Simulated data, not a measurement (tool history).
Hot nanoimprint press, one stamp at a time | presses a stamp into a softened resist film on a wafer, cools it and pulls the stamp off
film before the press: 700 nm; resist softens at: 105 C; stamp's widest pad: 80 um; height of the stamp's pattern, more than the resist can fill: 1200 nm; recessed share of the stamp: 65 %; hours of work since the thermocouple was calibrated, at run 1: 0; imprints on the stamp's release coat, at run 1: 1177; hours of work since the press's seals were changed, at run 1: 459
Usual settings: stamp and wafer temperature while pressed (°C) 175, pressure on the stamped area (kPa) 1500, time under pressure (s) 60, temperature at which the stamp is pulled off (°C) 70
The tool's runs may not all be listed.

run	day	stamp and wafer temperature while pressed (°C)	pressure on the stamped area (kPa)	time under pressure (s)	temperature at which the stamp is pulled off (°C)	hours of work since the thermocouple was calibrated	imprints on the stamp's release coat	hours of work since the press's seals were changed	resist left under the stamp's widest pad (angstrom)	greatest force while the stamp is pulled off (N)
1	0.000	175	1500	60	70	0	1177	459	3206	220
2	0.817	175	1500	60	70	12	1235	471	3197	221
3	1.604	175	1500	60	70	24	1290	483	3202	217
4	2.004	175	1500	60	70	30	1319	489	3204	221
5	2.421	175	1500	60	70	37	1348	495	3194	220
6	3.150	175	1500	60	74	48	1400	506	3203	194
7	3.654	175	1500	60	74	55	1435	514	3204	196
8	4.246	175	1500	60	74	64	1477	523	3203	203
9	5.117	175	1500	60	74	78	1538	536	3198	195
# day 5.721: stamp cleaned and given a new release coat
10	6.242	175	1500	60	74	91	37	549	3181	197
11	7.079	175	1500	60	74	103	96	562	3188	192
12	7.492	175	1500	60	74	110	125	568	3174	197
13	8.400	175	1500	60	74	123	189	582	3173	197
14	9.062	175	1500	60	70	133	236	592	3172	215
15	9.700	175	990	60	70	143	281	602	3825	215
16	10.183	175	990	60	70	150	315	609	3823	216
17	10.562	185	1230	90	70	156	342	615	1782	214
18	11.071	185	940	65	67	164	378	623	2353	242
19	11.571	181	2340	82	73	172	413	630	1615	208
20	12.408	181	2340	82	73	184	472	643	1615	206
21	13.242	181	2340	62	73	197	531	655	1799	200
22	13.638	187	1110	32	65	203	559	661	2576	247
23	14.496	166	1110	37	70	216	620	675	5689	212
24	15.104	175	1510	60	70	225	663	684	3138	212
25	15.829	175	1510	60	70	236	714	695	3141	216
26	16.296	175	1510	60	70	243	747	702	3132	223
27	17.017	175	1510	60	70	254	797	713	3142	227

Run 28 comes next. What will it give?
28	17.938	175	1510	60	70	268	863	727	?	?

{"run 28": {"resist left under the stamp's widest pad (angstrom)": 3143, "greatest force while the stamp is pulled off (N)": 216}}
Without the tool's hidden state the same run would have given resist left under the stamp's widest pad (angstrom) 3202, greatest force while the stamp is pulled off (N) 214.
